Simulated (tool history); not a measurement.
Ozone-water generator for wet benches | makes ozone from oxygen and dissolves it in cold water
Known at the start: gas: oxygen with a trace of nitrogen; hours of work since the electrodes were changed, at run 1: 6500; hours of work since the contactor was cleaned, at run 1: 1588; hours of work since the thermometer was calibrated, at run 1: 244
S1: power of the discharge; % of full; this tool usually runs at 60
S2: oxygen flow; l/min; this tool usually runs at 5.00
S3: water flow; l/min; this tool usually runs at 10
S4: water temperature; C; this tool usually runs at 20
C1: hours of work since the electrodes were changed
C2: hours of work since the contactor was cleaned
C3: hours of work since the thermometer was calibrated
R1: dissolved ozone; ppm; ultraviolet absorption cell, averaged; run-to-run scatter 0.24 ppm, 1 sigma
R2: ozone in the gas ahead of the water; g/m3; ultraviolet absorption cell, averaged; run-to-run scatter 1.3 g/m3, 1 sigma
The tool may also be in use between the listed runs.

run     day  S1    S2  S3  S4    C1    C2    C3    R1     R2
  1   0.000  60  5.00  10  20  6500  1588   244  30.8  202.1
  2   5.838  60  5.00  10  20  6615  1704   359  30.3  201.4
  3  12.733  60  5.00  10  20  6752  1840   495  30.5  201.6
  4  20.379  60  5.00  10  20  6903  1991   646  29.9  200.8
  5  27.458  60  5.00  10  20  7042  2131   786  30.0  198.7
  6  31.621  60  5.00  10  20  7125  2213   868  29.6  198.4
  7  37.267  60  5.00  10  20  7236  2324   980  29.8  199.3
  8  45.617  60  6.70  10  27  7401  2489  1144  25.1  177.5
  9  51.408  60  6.70  10  27  7515  2604  1259  24.8  175.5
 10  55.775  60  6.70  10  27  7602  2690  1345  24.5  175.0
 11  60.250  60  6.70  10  27  7690  2778  1433  24.6  175.4
 12  64.792  60  6.70  10  27  7780  2868  1523  24.2  175.0
 13  71.383  75  3.73  11  14  7910  2998  1653  34.7  256.0

Below are 5 alternative next runs, each starting from the tool's condition after run 13. Predict each:
  A  78.554  75  3.73  16  14  8051  3140  1795   ?   ?
  B  78.554  41  5.00  10  20  8051  3140  1795   ?   ?
  C  78.554  73  5.00   9  13  8051  3140  1795   ?   ?
  D  78.554  75  7.33  10  21  8051  3140  1795   ?   ?
  E  78.554  60  5.00   9  20  8051  3140  1795   ?   ?

run    R1     R2
  A  25.8  254.6
  B  22.1  148.9
  C  40.3  222.6
  D  32.5  197.2
  E  30.3  194.1
Without the tool's hidden state the same runs would have given:
run    R1     R2
  A  34.3  322.9
  B  26.2  169.6
  C  52.7  280.7
  D  42.9  250.0
  E  38.3  236.7
